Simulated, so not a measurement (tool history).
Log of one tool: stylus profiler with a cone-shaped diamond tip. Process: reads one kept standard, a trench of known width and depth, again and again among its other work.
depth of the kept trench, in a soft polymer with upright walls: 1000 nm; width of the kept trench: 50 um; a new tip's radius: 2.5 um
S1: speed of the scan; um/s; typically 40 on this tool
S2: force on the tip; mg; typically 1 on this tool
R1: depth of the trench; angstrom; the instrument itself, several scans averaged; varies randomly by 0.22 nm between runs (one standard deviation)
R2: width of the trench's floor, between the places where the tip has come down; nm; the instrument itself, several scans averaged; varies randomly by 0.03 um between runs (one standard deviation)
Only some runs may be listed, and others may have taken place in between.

run,hour,S1,S2,R1,R2
1,0,40,1,10025.5,45180
2,30.8,40,1,10028.8,45110
3,73.6,40,1,10026.7,45140
4,113.8,40,1,10024.3,45130
5,162.3,61,1,10024.2,44950
6,207.7,68,1,10028.5,44840
7,264,97,1,10024.8,44580
8,319.5,97,1,10023.5,44600
9,366.4,40,1,10026.6,45050
10,405,40,1,10024.8,45070
11,431.8,40,0.39,10004.6,44780
12,481.5,40,0.39,9999.4,44840
13,535.9,40,0.39,10003.2,44840
14,564,40,0.39,10000.3,44850
15,598.1,40,1,10019.3,44990
16,652.9,70,1,10017.9,44720
17,700.7,14,2.07,10049.6,45260
18,756.3,51,1.53,10033.2,45020
19,787.9,44,0.44,9997.9,44750
20,815.5,72,1.97,10046.3,44900
21,866,115,0.4,10000.1,43660
# hour 870.7: height scale calibrated on a step standard
22,891.1,32,0.75,9998.7,44960
23,916.7,32,0.75,9997.3,44960
24,952.5,32,2.55,10043.5,45070
25,1011.9,50,1.04,10000.4,44810
26,1046.7,54,0.43,9985.9,44560
27,1088.2,38,0.93,10000.6,44900
28,1138.4,29,1.25,10010.1,45050
29,1198,104,0.35,9979.7,43660
# hour 1226.2: height scale calibrated on a step standard, once more
30,1241.1,28,1.02,10047.7,45000
31,1296.5,120,2.17,10076.8,44510

Alternative continuations, all from the tool just after run 31; predict every row:
A,1342,31,1,?,?
B,1342,120,1.36,?,?
C,1342,23,1.86,?,?
D,1342,120,2.28,?,?

run,R1,R2
A,10051.3,44930
B,10056.3,44290
C,10068.1,45070
D,10078.5,44440
With no hidden state in the tool, these same runs would have given:
run,R1,R2
A,10048.6,45720
B,10053.7,45080
C,10065.4,45860
D,10075.8,45230
